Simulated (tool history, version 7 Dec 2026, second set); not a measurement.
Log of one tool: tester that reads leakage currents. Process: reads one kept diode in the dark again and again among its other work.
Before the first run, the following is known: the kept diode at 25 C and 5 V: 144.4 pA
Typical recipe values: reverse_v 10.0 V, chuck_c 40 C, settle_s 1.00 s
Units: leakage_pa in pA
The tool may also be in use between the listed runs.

run,day,reverse_v,chuck_c,settle_s,leakage_pa
1,0.000,10.0,40,1.00,622.32
2,3.208,10.0,40,1.00,620.70
3,6.667,10.0,40,1.00,614.80
4,9.442,10.0,40,1.00,609.76
5,12.458,10.0,40,1.00,613.72
6,16.488,10.0,40,0.39,613.05
7,20.446,10.0,40,0.39,610.43
8,22.646,10.0,40,0.39,604.83
9,24.833,10.0,40,1.00,598.87
10,27.454,10.0,40,1.00,598.66
11,30.946,10.0,40,1.00,593.51
# day 31.225: chuck's temperature calibrated
12,34.079,10.0,49,1.00,1265.43
13,36.221,10.0,49,1.00,1264.62
14,39.862,10.0,49,1.00,1257.97
15,43.433,10.0,40,1.00,639.97
16,46.946,10.0,40,1.00,632.23
17,51.554,10.0,40,1.00,629.50
18,53.721,10.0,40,1.00,628.67
19,57.954,1.1,55,3.96,874.51
# day 58.383: probe card cleaned and baked
20,62.088,10.0,21,7.07,126.11
21,65.825,10.0,21,7.07,125.81
22,68.729,3.9,22,7.07,97.45
23,72.554,10.7,40,1.37,616.17
24,74.679,10.7,22,1.33,141.91
25,77.529,10.7,22,1.33,140.75
26,81.912,10.7,22,1.33,139.64
27,84.204,10.7,22,1.33,138.59
# day 86.500: chuck's temperature calibrated
28,87.871,1.2,26,2.21,98.73
29,90.258,6.4,42,1.00,638.13
30,93.375,6.4,42,1.00,637.27
31,96.467,7.1,31,1.00,275.18
32,99.008,16.1,46,5.71,1169.95
33,102.825,12.6,40,1.29,678.94

Some steps in leakage_pa, run to run, broken into two amounts with sign: the step expected even without the hidden condition (settings, incoming material, random variation), and the rest, left for the hidden condition together with whatever gauge scatter is not in both the measured and the hidden-condition-free result:
What the log doesn't record here: stray current of the dirty probe card, pA a volt; current scale over the true one, %; true chuck temperature over the reading, C; drift of the gauge itself on leakage_pa, %.
Run 11 -> 12: chuck_c 40 -> 49, chuck's temperature calibrated. leakage_pa +671.92 pA: hidden state +61.14, all else +610.78.
Run 19 -> 20: reverse_v 1.1 -> 10.0, chuck_c 55 -> 21, settle_s 3.96 -> 7.07, probe card cleaned and baked. leakage_pa -748.40 pA: hidden state +9.93, all else -758.33.
Run 22 -> 23: reverse_v 3.9 -> 10.7, chuck_c 22 -> 40, settle_s 7.07 -> 1.37. leakage_pa +518.72 pA: hidden state -21.16, all else +539.88.
Run 23 -> 24: chuck_c 40 -> 22, settle_s 1.37 -> 1.33. leakage_pa -474.26 pA: hidden state +18.62, all else -492.88.
Run 31 -> 32: reverse_v 7.1 -> 16.1, chuck_c 31 -> 46, settle_s 1.00 -> 5.71. leakage_pa +894.77 pA: hidden state +3.62, all else +891.15.
